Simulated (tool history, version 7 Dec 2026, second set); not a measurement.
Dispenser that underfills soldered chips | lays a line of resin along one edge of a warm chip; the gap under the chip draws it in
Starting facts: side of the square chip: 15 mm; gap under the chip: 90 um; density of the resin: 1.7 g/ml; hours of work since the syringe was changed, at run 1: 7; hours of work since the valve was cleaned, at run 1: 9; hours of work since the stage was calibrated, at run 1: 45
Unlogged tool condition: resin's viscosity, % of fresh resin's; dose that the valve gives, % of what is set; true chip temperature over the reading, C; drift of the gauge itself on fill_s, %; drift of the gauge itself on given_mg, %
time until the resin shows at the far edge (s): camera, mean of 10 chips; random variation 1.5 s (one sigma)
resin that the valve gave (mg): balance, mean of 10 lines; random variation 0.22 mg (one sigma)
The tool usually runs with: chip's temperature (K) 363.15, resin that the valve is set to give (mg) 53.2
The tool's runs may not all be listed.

run	hour	chip's temperature (K)	resin that the valve is set to give (mg)	hours of work since the syringe was changed	hours of work since the valve was cleaned	hours of work since the stage was calibrated	time until the resin shows at the far edge (s)	resin that the valve gave (mg)
1	0.0	363.15	53.2	7	9	45	238.8	52.58
# hour 1.1: new syringe of resin
2	3.7	363.15	53.2	2	11	48	163.7	52.66
3	8.5	363.15	53.2	5	14	51	209.4	52.60
# hour 12.4: new syringe of resin
4	12.4	363.15	53.2	0	16	53	140.2	52.48
5	14.9	363.15	53.2	2	18	55	160.3	51.88
6	16.8	363.15	53.2	3	19	56	179.2	51.99
7	20.3	363.15	53.2	5	22	59	216.1	51.95
# hour 23.8: new syringe of resin
8	25.4	363.15	53.2	1	25	62	157.9	51.81
9	28.0	363.15	53.2	3	27	63	176.3	51.90
10	32.4	360.15	53.2	6	30	66	252.1	51.49
# hour 35.0: new syringe of resin
11	36.0	375.15	53.2	1	32	69	88.4	51.48
12	40.0	375.15	53.2	3	34	71	107.6	51.18
13	44.5	375.15	53.2	6	37	74	142.2	51.31
# hour 46.4: new syringe of resin
14	48.2	375.15	53.2	1	40	77	95.4	50.94
15	51.4	365.15	53.2	3	42	79	169.9	50.97
16	53.4	375.15	45.7	5	43	80	127.5	43.67
# hour 57.7: new syringe of resin
17	58.2	365.15	45.7	0	46	83	139.5	43.66
18	62.1	365.15	45.7	3	49	86	171.3	43.62
19	66.1	365.15	45.7	6	51	88	206.8	43.66
20	68.2	350.15	50.7	7	53	90	453.2	48.22
# hour 69.2: new syringe of resin
21	72.6	377.15	51.3	2	56	92	98.9	48.84
22	76.0	353.15	66.7	5	58	95	317.6	62.63
23	78.6	350.15	53.6	6	60	96	434.5	50.43
# hour 80.5: new syringe of resin
24	81.1	356.15	48.5	0	61	98	212.1	45.86

What if the next run were any one of these 5? Each begins from the tool's condition after run 24:
A	83.4	356.15	54.6	2	62	99	?	?
B	83.4	359.15	51.2	2	62	99	?	?
C	83.4	351.15	62.9	2	62	99	?	?
D	83.4	353.15	55.3	2	62	99	?	?
E	83.4	353.15	49.1	2	62	99	?	?

run	time until the resin shows at the far edge (s)	resin that the valve gave (mg)
A	226.2	51.66
B	203.3	48.33
C	279.3	59.11
D	260.5	51.54
E	273.4	46.26
Take away the tool's hidden state, keep each run's random variation, and the runs would have read:
run	time until the resin shows at the far edge (s)	resin that the valve gave (mg)
A	198.7	54.93
B	177.9	51.39
C	246.6	62.86
D	229.0	54.81
E	239.0	49.19

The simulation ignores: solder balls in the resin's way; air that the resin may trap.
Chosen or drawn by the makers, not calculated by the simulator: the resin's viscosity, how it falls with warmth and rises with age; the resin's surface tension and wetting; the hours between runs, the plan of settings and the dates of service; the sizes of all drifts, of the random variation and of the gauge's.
